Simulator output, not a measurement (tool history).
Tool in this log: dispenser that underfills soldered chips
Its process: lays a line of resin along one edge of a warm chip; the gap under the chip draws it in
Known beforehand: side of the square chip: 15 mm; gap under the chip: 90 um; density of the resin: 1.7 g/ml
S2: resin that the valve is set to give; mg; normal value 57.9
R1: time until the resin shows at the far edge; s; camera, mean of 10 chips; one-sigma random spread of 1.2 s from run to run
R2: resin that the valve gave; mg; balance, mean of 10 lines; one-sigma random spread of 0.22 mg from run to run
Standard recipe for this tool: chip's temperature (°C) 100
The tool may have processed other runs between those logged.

Run 1, day 0: usual settings. Result: R1 156.2 s, R2 57.52 mg.
Run 2, day 0.146: usual settings but chip's temperature (°C) 96. Result: R1 232.8 s, R2 57.37 mg.
At day 0.404: new syringe of resin.
Run 3, day 0.408: usual settings but chip's temperature (°C) 97. Result: R1 133.3 s, R2 57.12 mg.
Run 4, day 0.596: usual settings but chip's temperature (°C) 97. Result: R1 173.6 s, R2 56.77 mg.
Run 5, day 0.812: usual settings but chip's temperature (°C) 97. Result: R1 241.4 s, R2 57.37 mg.
At day 1.008: new syringe of resin.
Run 6, day 1.104: usual settings. Result: R1 135.5 s, R2 56.66 mg.
Run 7, day 1.392: usual settings. Result: R1 208.8 s, R2 56.8 mg.
At day 1.625: new syringe of resin.
Run 8, day 1.662: usual settings. Result: R1 124.5 s, R2 56.56 mg.
Run 9, day 1.904: usual settings. Result: R1 178.3 s, R2 56.68 mg.
Run 10, day 2.138: usual settings. Result: R1 249.2 s, R2 56.32 mg.
At day 2.254: new syringe of resin.
Run 11, day 2.392: usual settings. Result: R1 147.6 s, R2 56.2 mg.
At day 2.517: dispensing valve cleaned and set on the balance.
Run 12, day 2.725: usual settings. Result: R1 226.3 s, R2 57.94 mg.
At day 2.908: new syringe of resin.
Run 13, day 3.004: usual settings but S2 51.9 mg. Result: R1 135.7 s, R2 51.53 mg.
Run 14, day 3.233: usual settings. Result: R1 186.5 s, R2 57.43 mg.
Run 15, day 3.417: usual settings but chip's temperature (°C) 97. Result: R1 277.4 s, R2 57.6 mg.
At day 3.521: new syringe of resin.
Run 16, day 3.596: usual settings but chip's temperature (°C) 97. Result: R1 152 s, R2 57.16 mg.
Run 17, day 3.721: usual settings but chip's temperature (°C) 96, S2 63 mg. Result: R1 188.3 s, R2 62.14 mg.
Run 18, day 4.017: usual settings but chip's temperature (°C) 101, S2 50.5 mg. Result: R1 238.9 s, R2 49.76 mg.
At day 4.142: new syringe of resin.
Run 19, day 4.208: usual settings but chip's temperature (°C) 101, S2 50.5 mg. Result: R1 123.5 s, R2 49.77 mg.
Run 20, day 4.433: usual settings but chip's temperature (°C) 96, S2 60.9 mg. Result: R1 207.9 s, R2 60.09 mg.
Run 21, day 4.579: usual settings but chip's temperature (°C) 115, S2 60.2 mg. Result: R1 117.8 s, R2 58.98 mg.
At day 4.75: new syringe of resin.
Run 22, day 4.783: usual settings but chip's temperature (°C) 115, S2 60.2 mg. Result: R1 67.9 s, R2 58.76 mg.
Run 23, day 5.021: usual settings but S2 75.1 mg. Result: R1 175.4 s, R2 73.37 mg.
Run 24, day 5.212: usual settings but chip's temperature (°C) 90, S2 60.5 mg. Result: R1 367.5 s, R2 58.68 mg.
At day 5.362: new syringe of resin.
Run 25, day 5.408: usual settings but chip's temperature (°C) 99, S2 55.9 mg. Result: R1 131.7 s, R2 54.16 mg.
At day 5.7: dispensing valve cleaned and set on the balance.
Run 26, day 5.729: usual settings but chip's temperature (°C) 98, S2 70.6 mg. Result: R1 203.7 s, R2 70.57 mg.
Run 27, day 5.875: usual settings but chip's temperature (°C) 110, S2 63.9 mg. Result: R1 149.8 s, R2 63.52 mg.
At day 6.033: new syringe of resin.
Run 28, day 6.121: usual settings but chip's temperature (°C) 110, S2 63.9 mg. Result: R1 89.8 s, R2 63.4 mg.
Run 29, day 6.3: usual settings but chip's temperature (°C) 110, S2 63.9 mg. Result: R1 116.5 s, R2 63.66 mg.
Run 30, day 6.429: usual settings but chip's temperature (°C) 110, S2 63.9 mg. Result: R1 140.6 s, R2 63.27 mg.

Consider 3 possible next runs. They are alternatives, not a sequence: every one starts from the tool as it was left by run 30. What does each give?
Run A, day 6.592: usual settings but chip's temperature (°C) 93, S2 50.8 mg. Result: R1 ?, R2 ?.
Run B, day 6.592: usual settings but chip's temperature (°C) 111, S2 63.9 mg. Result: R1 ?, R2 ?.
Run C, day 6.592: usual settings but chip's temperature (°C) 103, S2 60 mg. Result: R1 ?, R2 ?.

run     R1     R2
  A  374.5  50.51
  B  168.5  63.29
  C  239.9  59.15
Take away the tool's hidden state, keep each run's random variation, and the runs would have read:
run     R1     R2
  A    156  50.92
  B   70.6  63.81
  C  100.1  59.63
